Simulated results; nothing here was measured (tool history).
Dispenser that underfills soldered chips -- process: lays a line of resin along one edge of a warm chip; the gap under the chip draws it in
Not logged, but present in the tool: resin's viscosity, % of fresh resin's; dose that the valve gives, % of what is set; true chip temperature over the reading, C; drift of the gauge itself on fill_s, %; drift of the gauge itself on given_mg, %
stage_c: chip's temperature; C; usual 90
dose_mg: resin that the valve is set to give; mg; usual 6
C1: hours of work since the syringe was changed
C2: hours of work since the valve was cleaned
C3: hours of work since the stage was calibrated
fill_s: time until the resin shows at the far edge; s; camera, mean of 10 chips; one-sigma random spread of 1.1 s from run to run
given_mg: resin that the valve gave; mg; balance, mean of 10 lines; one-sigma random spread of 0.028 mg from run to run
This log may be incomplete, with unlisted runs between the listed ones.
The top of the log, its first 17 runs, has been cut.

{"hour": 155.5, "done": "new syringe of resin"}
{"run": 18, "hour": 158.4, "stage_c": 78, "dose_mg": 7.51, "C1": 2, "C2": 50, "C3": 492, "fill_s": 181, "given_mg": 7.3}
{"run": 19, "hour": 166.2, "stage_c": 90, "dose_mg": 6.87, "C1": 8, "C2": 56, "C3": 498, "fill_s": 201.3, "given_mg": 6.7}
{"hour": 171.5, "done": "new syringe of resin"}
{"run": 20, "hour": 178.4, "stage_c": 96, "dose_mg": 7.38, "C1": 5, "C2": 65, "C3": 507, "fill_s": 135.8, "given_mg": 7.13}
{"run": 21, "hour": 186.5, "stage_c": 87, "dose_mg": 7.65, "C1": 11, "C2": 71, "C3": 514, "fill_s": 277.8, "given_mg": 7.4}
{"hour": 187.8, "done": "new syringe of resin"}
{"run": 22, "hour": 198.9, "stage_c": 80, "dose_mg": 6.02, "C1": 9, "C2": 80, "C3": 523, "fill_s": 279.8, "given_mg": 5.75}
{"hour": 203.9, "done": "dispensing valve cleaned and set on the balance"}
{"hour": 205.4, "done": "new syringe of resin"}
{"run": 23, "hour": 212.8, "stage_c": 98, "dose_mg": 6.25, "C1": 6, "C2": 7, "C3": 533, "fill_s": 136.7, "given_mg": 6.21}
{"run": 24, "hour": 219.5, "stage_c": 84, "dose_mg": 6.25, "C1": 11, "C2": 12, "C3": 538, "fill_s": 299.2, "given_mg": 6.2}
{"hour": 221.1, "done": "new syringe of resin"}
{"run": 25, "hour": 229.1, "stage_c": 84, "dose_mg": 6.25, "C1": 6, "C2": 19, "C3": 545, "fill_s": 210.3, "given_mg": 6.2}
{"hour": 236.8, "done": "new syringe of resin"}
{"run": 26, "hour": 239.5, "stage_c": 92, "dose_mg": 6.77, "C1": 2, "C2": 27, "C3": 553, "fill_s": 122.9, "given_mg": 6.66}
{"run": 27, "hour": 251.2, "stage_c": 93, "dose_mg": 5.29, "C1": 11, "C2": 36, "C3": 562, "fill_s": 244.5, "given_mg": 5.21}
{"hour": 253.3, "done": "new syringe of resin"}
{"hour": 258.0, "done": "stage's temperature calibrated"}
{"run": 28, "hour": 260.3, "stage_c": 81, "dose_mg": 5.97, "C1": 5, "C2": 42, "C3": 2, "fill_s": 185.6, "given_mg": 5.8}
{"hour": 270.1, "done": "new syringe of resin"}
{"run": 29, "hour": 273.1, "stage_c": 99, "dose_mg": 5.74, "C1": 2, "C2": 51, "C3": 11, "fill_s": 99.3, "given_mg": 5.59}
{"run": 30, "hour": 282.2, "stage_c": 99, "dose_mg": 5.74, "C1": 9, "C2": 58, "C3": 18, "fill_s": 167.3, "given_mg": 5.61}
{"hour": 286.1, "done": "new syringe of resin"}
{"run": 31, "hour": 293.1, "stage_c": 99, "dose_mg": 5.74, "C1": 5, "C2": 66, "C3": 26, "fill_s": 122.3, "given_mg": 5.54}
{"hour": 302.3, "done": "new syringe of resin"}
{"run": 32, "hour": 302.3, "stage_c": 99, "dose_mg": 5.74, "C1": 0, "C2": 73, "C3": 33, "fill_s": 82.7, "given_mg": 5.52}
{"run": 33, "hour": 309.0, "stage_c": 99, "dose_mg": 5.74, "C1": 5, "C2": 78, "C3": 38, "fill_s": 119.8, "given_mg": 5.56}
{"hour": 317.2, "done": "dispensing valve cleaned and set on the balance"}
{"run": 34, "hour": 318.5, "stage_c": 99, "dose_mg": 5.74, "C1": 12, "C2": 1, "C3": 45, "fill_s": 194.3, "given_mg": 5.67}

Consider 5 possible next runs. They are alternatives, not a sequence: every one starts from the tool as it was left by run 34. What does each give?
{"hour": 319.7, "done": "new syringe of resin"}
{"run": "A", "hour": 328.8, "stage_c": 99, "dose_mg": 7.38, "C1": 7, "C2": 9, "C3": 53, "fill_s": "?", "given_mg": "?"}
{"hour": 319.7, "done": "new syringe of resin"}
{"run": "B", "hour": 328.8, "stage_c": 75, "dose_mg": 7.32, "C1": 7, "C2": 9, "C3": 53, "fill_s": "?", "given_mg": "?"}
{"hour": 319.7, "done": "new syringe of resin"}
{"run": "C", "hour": 328.8, "stage_c": 82, "dose_mg": 5.59, "C1": 7, "C2": 9, "C3": 53, "fill_s": "?", "given_mg": "?"}
{"hour": 319.7, "done": "new syringe of resin"}
{"run": "D", "hour": 328.8, "stage_c": 97, "dose_mg": 6, "C1": 7, "C2": 9, "C3": 53, "fill_s": "?", "given_mg": "?"}
{"hour": 319.7, "done": "new syringe of resin"}
{"run": "E", "hour": 328.8, "stage_c": 90, "dose_mg": 6.63, "C1": 7, "C2": 9, "C3": 53, "fill_s": "?", "given_mg": "?"}

run=A fill_s=134.6 given_mg=7.35
run=B fill_s=265.6 given_mg=7.28
run=C fill_s=218 given_mg=5.57
run=D fill_s=145.1 given_mg=5.97
run=E fill_s=173.1 given_mg=6.6
Had the tool no hidden state, the same runs would have come out as:
run=A fill_s=80.1 given_mg=7.4
run=B fill_s=158.2 given_mg=7.33
run=C fill_s=129.7 given_mg=5.61
run=D fill_s=86.4 given_mg=6.01
run=E fill_s=103.3 given_mg=6.65

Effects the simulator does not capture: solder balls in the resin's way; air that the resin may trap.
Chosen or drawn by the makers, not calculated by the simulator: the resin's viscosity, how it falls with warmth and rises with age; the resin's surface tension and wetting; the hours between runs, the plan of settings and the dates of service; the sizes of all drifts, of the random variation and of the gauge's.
